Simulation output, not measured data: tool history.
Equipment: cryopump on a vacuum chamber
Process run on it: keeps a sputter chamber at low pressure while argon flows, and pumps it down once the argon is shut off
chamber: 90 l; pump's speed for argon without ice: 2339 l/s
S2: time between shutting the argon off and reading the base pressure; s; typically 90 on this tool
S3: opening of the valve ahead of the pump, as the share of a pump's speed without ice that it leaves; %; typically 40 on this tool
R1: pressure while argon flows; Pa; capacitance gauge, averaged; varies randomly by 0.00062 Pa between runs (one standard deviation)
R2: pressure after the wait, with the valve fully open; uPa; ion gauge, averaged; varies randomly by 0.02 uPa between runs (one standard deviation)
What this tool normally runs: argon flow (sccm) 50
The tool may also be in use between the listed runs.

{"run": 1, "day": 0.0, "argon flow (sccm)": 50, "S2": 90, "S3": 40, "R1": 0.091, "R2": 1.3}
{"run": 2, "day": 0.875, "argon flow (sccm)": 50, "S2": 90, "S3": 40, "R1": 0.0921, "R2": 1.32}
{"run": 3, "day": 1.879, "argon flow (sccm)": 50, "S2": 90, "S3": 49, "R1": 0.0754, "R2": 1.33}
{"run": 4, "day": 3.158, "argon flow (sccm)": 50, "S2": 34, "S3": 40, "R1": 0.0932, "R2": 1.69}
{"run": 5, "day": 4.788, "argon flow (sccm)": 50, "S2": 34, "S3": 40, "R1": 0.0926, "R2": 1.65}
{"run": 6, "day": 6.396, "argon flow (sccm)": 50, "S2": 34, "S3": 40, "R1": 0.0933, "R2": 1.63}
{"run": 7, "day": 7.158, "argon flow (sccm)": 50, "S2": 34, "S3": 40, "R1": 0.094, "R2": 1.65}
{"run": 8, "day": 8.483, "argon flow (sccm)": 50, "S2": 34, "S3": 40, "R1": 0.094, "R2": 1.76}
{"run": 9, "day": 10.204, "argon flow (sccm)": 50, "S2": 34, "S3": 40, "R1": 0.095, "R2": 1.71}
{"run": 10, "day": 11.646, "argon flow (sccm)": 85, "S2": 90, "S3": 40, "R1": 0.1622, "R2": 1.47}
{"run": 11, "day": 13.0, "argon flow (sccm)": 85, "S2": 90, "S3": 40, "R1": 0.1632, "R2": 1.49}
{"run": 12, "day": 14.246, "argon flow (sccm)": 50, "S2": 90, "S3": 40, "R1": 0.095, "R2": 1.54}
{"run": 13, "day": 15.4, "argon flow (sccm)": 50, "S2": 90, "S3": 40, "R1": 0.0976, "R2": 1.56}
{"run": 14, "day": 16.658, "argon flow (sccm)": 50, "S2": 90, "S3": 40, "R1": 0.0978, "R2": 1.57}
{"run": 15, "day": 17.908, "argon flow (sccm)": 50, "S2": 90, "S3": 40, "R1": 0.0969, "R2": 1.62}
{"run": 16, "day": 19.533, "argon flow (sccm)": 50, "S2": 90, "S3": 40, "R1": 0.0986, "R2": 1.62}
{"run": 17, "day": 20.838, "argon flow (sccm)": 50, "S2": 90, "S3": 40, "R1": 0.0985, "R2": 1.68}
{"run": 18, "day": 22.454, "argon flow (sccm)": 25, "S2": 291, "S3": 55, "R1": 0.0368, "R2": 1.62}
{"day": 22.942, "done": "leaking fittings of the chamber tightened, without venting"}
{"run": 19, "day": 23.533, "argon flow (sccm)": 91, "S2": 61, "S3": 33, "R1": 0.219, "R2": 0.43}
{"run": 20, "day": 24.425, "argon flow (sccm)": 91, "S2": 61, "S3": 33, "R1": 0.2182, "R2": 0.46}
{"day": 25.221, "done": "pump warmed up, emptied and cooled again"}
{"run": 21, "day": 26.062, "argon flow (sccm)": 34, "S2": 229, "S3": 40, "R1": 0.061, "R2": 0.24}
{"run": 22, "day": 26.979, "argon flow (sccm)": 25, "S2": 29, "S3": 40, "R1": 0.0469, "R2": 0.73}
{"run": 23, "day": 28.1, "argon flow (sccm)": 87, "S2": 29, "S3": 32, "R1": 0.1978, "R2": 0.72}
{"run": 24, "day": 29.342, "argon flow (sccm)": 50, "S2": 90, "S3": 22, "R1": 0.1664, "R2": 0.4}
{"run": 25, "day": 30.288, "argon flow (sccm)": 67, "S2": 39, "S3": 30, "R1": 0.1646, "R2": 0.59}
{"run": 26, "day": 31.275, "argon flow (sccm)": 44, "S2": 108, "S3": 19, "R1": 0.1697, "R2": 0.35}
{"run": 27, "day": 32.533, "argon flow (sccm)": 44, "S2": 105, "S3": 42, "R1": 0.078, "R2": 0.39}
{"run": 28, "day": 34.142, "argon flow (sccm)": 44, "S2": 105, "S3": 42, "R1": 0.0788, "R2": 0.37}
{"run": 29, "day": 35.092, "argon flow (sccm)": 44, "S2": 105, "S3": 42, "R1": 0.079, "R2": 0.36}

What will run 30 give?
{"run": 30, "day": 36.779, "argon flow (sccm)": 33, "S2": 118, "S3": 35, "R1": "?", "R2": "?"}

Run 30 came out at R1 0.0704 Pa, R2 0.38 uPa.
With no hidden state in the tool, this same run would have given R1 0.0676 Pa, R2 0.27 uPa.

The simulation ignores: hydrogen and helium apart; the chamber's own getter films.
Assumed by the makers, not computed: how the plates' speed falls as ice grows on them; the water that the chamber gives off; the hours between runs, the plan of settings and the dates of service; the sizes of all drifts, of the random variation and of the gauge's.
